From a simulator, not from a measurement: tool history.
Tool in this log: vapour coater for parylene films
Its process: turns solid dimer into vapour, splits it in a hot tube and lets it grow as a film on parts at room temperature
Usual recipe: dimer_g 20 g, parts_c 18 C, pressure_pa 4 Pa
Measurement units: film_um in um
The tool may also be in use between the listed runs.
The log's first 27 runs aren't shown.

| run | day | dimer_g | parts_c | pressure_pa | hours of work since the trap's valve was overhauled | hours of work since the table's thermometer was calibrated | film_um |
|---|---|---|---|---|---|---|---|
| 28 | 57.279 | 34 | 11 | 2.23 | 231 | 392 | 11.97 |
|  | 57.946 | trap's valve overhauled |
| 29 | 59.104 | 20 | 27 | 3.13 | 14 | 413 | 5.28 |
| 30 | 61.938 | 16 | 16 | 4 | 50 | 448 | 4.97 |
| 31 | 64.304 | 20 | 27 | 5.49 | 79 | 477 | 4.9 |
| 32 | 66.983 | 10 | 28 | 4.16 | 112 | 510 | 2.49 |
| 33 | 68.367 | 10 | 28 | 4.16 | 129 | 527 | 2.53 |
| 34 | 70.85 | 10 | 28 | 4.16 | 160 | 558 | 2.45 |
| 35 | 73.388 | 9 | 19 | 9.97 | 192 | 590 | 2.41 |
| 36 | 75.696 | 22 | 21 | 3.76 | 220 | 618 | 6.28 |
|  | 77.117 | trap's valve overhauled |
| 37 | 77.546 | 22 | 14 | 4.23 | 5 | 639 | 6.97 |
| 38 | 80.467 | 22 | 14 | 4.23 | 42 | 676 | 6.92 |
| 39 | 81.942 | 22 | 14 | 4.23 | 60 | 694 | 6.86 |
| 40 | 85.058 | 23 | 12 | 4.23 | 99 | 733 | 7.45 |
| 41 | 86.842 | 20 | 29 | 11.55 | 121 | 755 | 4.38 |
| 42 | 89.988 | 34 | 23 | 5.66 | 160 | 794 | 8.96 |
| 43 | 93.183 | 34 | 23 | 5.66 | 199 | 833 | 8.84 |
| 44 | 95.988 | 34 | 23 | 5.66 | 234 | 868 | 9.03 |
|  | 96.4 | trap's valve overhauled |
| 45 | 98.846 | 10 | 23 | 2.34 | 30 | 902 | 2.92 |
| 46 | 101.492 | 10 | 18 | 4 | 63 | 934 | 2.95 |

Branching from run 46: 3 alternative next runs. What would each branch give?
| A | 103.412 | 26 | 18 | 2.52 | 87 | 958 | ? |
| B | 103.412 | 10 | 10 | 4 | 87 | 958 | ? |
| C | 103.412 | 11 | 12 | 7.94 | 87 | 958 | ? |

| run | film_um |
|---|---|
| A | 8.17 |
| B | 3.4 |
| C | 3.35 |
The same runs, with their run-to-run variation unchanged, on a tool lacking any hidden condition would have given:
| run | film_um |
|---|---|
| A | 8.18 |
| B | 3.41 |
| C | 3.36 |
